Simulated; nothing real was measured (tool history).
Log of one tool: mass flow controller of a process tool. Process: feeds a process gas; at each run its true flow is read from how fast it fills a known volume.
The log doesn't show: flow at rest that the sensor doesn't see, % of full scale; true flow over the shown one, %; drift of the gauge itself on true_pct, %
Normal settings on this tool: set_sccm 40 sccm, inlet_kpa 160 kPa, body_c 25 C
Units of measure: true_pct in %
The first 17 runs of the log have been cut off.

run    hour  set_sccm  inlet_kpa  body_c  hours of work since the controller was set to zero  hours of work since the controller was changed  true_pct
 18  2762.5        80        160      25                                                3824                                            3824    100.32
 19  2971.9        80        212      25                                                3962                                            3962    100.41
 20  3084.5        80        212      25                                                4037                                            4037    100.68
 21  3192.8        80        144      25                                                4109                                            4109    100.99
 22    3362        80        144      25                                                4221                                            4221    101.22
 23  3536.9        20        144      22                                                4337                                            4337     100.9
 24  3735.2        20        144      22                                                4468                                            4468    101.18
 25  3833.8        11        200      28                                                4534                                            4534     100.5
 26  3954.9        11        200      28                                                4614                                            4614    100.52
 27  4125.1        11        200      28                                                4727                                            4727    100.86
 28  4318.6        11        200      28                                                4855                                            4855    101.03
 29  4536.7        18        188      37                                                4999                                            4999    100.59
 30  4663.3        18        188      37                                                5083                                            5083     100.9
     4784.5  -- gauge calibrated
 31  4799.8        19        188      30                                                5174                                            5174     98.52
 32  4904.7        29        209      27                                                5243                                            5243     99.03
 33  5125.3        11        195      36                                                5389                                            5389     98.32
     5220.4  -- controller exchanged for a calibrated one
 34  5341.3        66        160      22                                                  80                                              80    100.53

Predict each of these 3 candidate next runs independently; none follows another, all start after run 34:
  A  5518.3        26        160      23                                                 197                                             197         ?
  B  5518.3        19        148      29                                                 197                                             197         ?
  C  5518.3        40        160      23                                                 197                                             197         ?

run  true_pct
  A    100.43
  B     99.69
  C     100.5
Without the tool's unlogged condition, the same runs would have read:
run  true_pct
  A     99.54
  B     98.81
  C     99.61
